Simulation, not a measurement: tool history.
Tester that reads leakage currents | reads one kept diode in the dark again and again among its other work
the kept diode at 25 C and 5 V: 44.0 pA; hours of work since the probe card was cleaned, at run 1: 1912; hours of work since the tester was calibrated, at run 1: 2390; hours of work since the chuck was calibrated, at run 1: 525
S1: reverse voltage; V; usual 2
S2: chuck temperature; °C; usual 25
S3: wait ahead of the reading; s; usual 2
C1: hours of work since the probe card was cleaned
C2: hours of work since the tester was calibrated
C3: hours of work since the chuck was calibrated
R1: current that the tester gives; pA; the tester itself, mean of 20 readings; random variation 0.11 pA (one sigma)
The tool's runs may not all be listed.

{"run": 1, "day": 0.0, "S1": 2, "S2": 25, "S3": 2, "C1": 1912, "C2": 2390, "C3": 525, "R1": 38.43}
{"run": 2, "day": 6.696, "S1": 2, "S2": 25, "S3": 6.91, "C1": 2037, "C2": 2515, "C3": 650, "R1": 38.96}
{"run": 3, "day": 15.254, "S1": 2, "S2": 25, "S3": 6.91, "C1": 2196, "C2": 2675, "C3": 810, "R1": 40.07}
{"day": 16.021, "done": "probe card cleaned and baked"}
{"run": 4, "day": 20.112, "S1": 2, "S2": 25, "S3": 2, "C1": 76, "C2": 2763, "C3": 898, "R1": 35.16}
{"run": 5, "day": 24.217, "S1": 2, "S2": 25, "S3": 2, "C1": 153, "C2": 2839, "C3": 974, "R1": 35.76}
{"run": 6, "day": 29.596, "S1": 2, "S2": 25, "S3": 2, "C1": 253, "C2": 2940, "C3": 1075, "R1": 36.28}
{"day": 30.467, "done": "tester calibrated"}
{"run": 7, "day": 36.971, "S1": 2, "S2": 25, "S3": 2, "C1": 389, "C2": 121, "C3": 1211, "R1": 37.59}
{"run": 8, "day": 45.625, "S1": 2, "S2": 25, "S3": 0.44, "C1": 550, "C2": 283, "C3": 1372, "R1": 39.29}
{"run": 9, "day": 51.354, "S1": 18.38, "S2": 25, "S3": 2, "C1": 657, "C2": 389, "C3": 1479, "R1": 99.29}
{"run": 10, "day": 58.858, "S1": 18.38, "S2": 25, "S3": 2, "C1": 797, "C2": 529, "C3": 1619, "R1": 104.7}
{"run": 11, "day": 64.1, "S1": 18.38, "S2": 25, "S3": 2, "C1": 895, "C2": 627, "C3": 1716, "R1": 107.44}
{"day": 65.3, "done": "tester calibrated, once more"}
{"run": 12, "day": 68.246, "S1": 18.38, "S2": 25, "S3": 2, "C1": 970, "C2": 55, "C3": 1792, "R1": 108.02}
{"run": 13, "day": 76.85, "S1": 18.38, "S2": 25, "S3": 2, "C1": 1131, "C2": 215, "C3": 1952, "R1": 113.53}
{"day": 78.304, "done": "chuck's temperature calibrated"}
{"run": 14, "day": 85.425, "S1": 18.38, "S2": 25, "S3": 2, "C1": 1289, "C2": 374, "C3": 133, "R1": 102.69}
{"run": 15, "day": 90.2, "S1": 3.38, "S2": 25, "S3": 3.83, "C1": 1378, "C2": 463, "C3": 222, "R1": 45.33}

Hidden state or all else? Some run-to-run changes of R1, split into what the settings, what came in and random variation would give without the hidden state, and what is left for the hidden state (with any gauge scatter that isn't in both results):
The hidden state here: stray current of the dirty probe card, pA a volt; current scale over the true one, %; true chuck temperature over the reading, C; drift of the gauge itself on leakage_pa, %.
Run 8 -> 9: S1 2 -> 18.38, S3 0.44 -> 2. R1 +60 pA: hidden state +20.99, all else +39.01.
Run 14 -> 15: S1 18.38 -> 3.38, S3 2 -> 3.83. R1 -57.36 pA: hidden state -23.92, all else -33.44.

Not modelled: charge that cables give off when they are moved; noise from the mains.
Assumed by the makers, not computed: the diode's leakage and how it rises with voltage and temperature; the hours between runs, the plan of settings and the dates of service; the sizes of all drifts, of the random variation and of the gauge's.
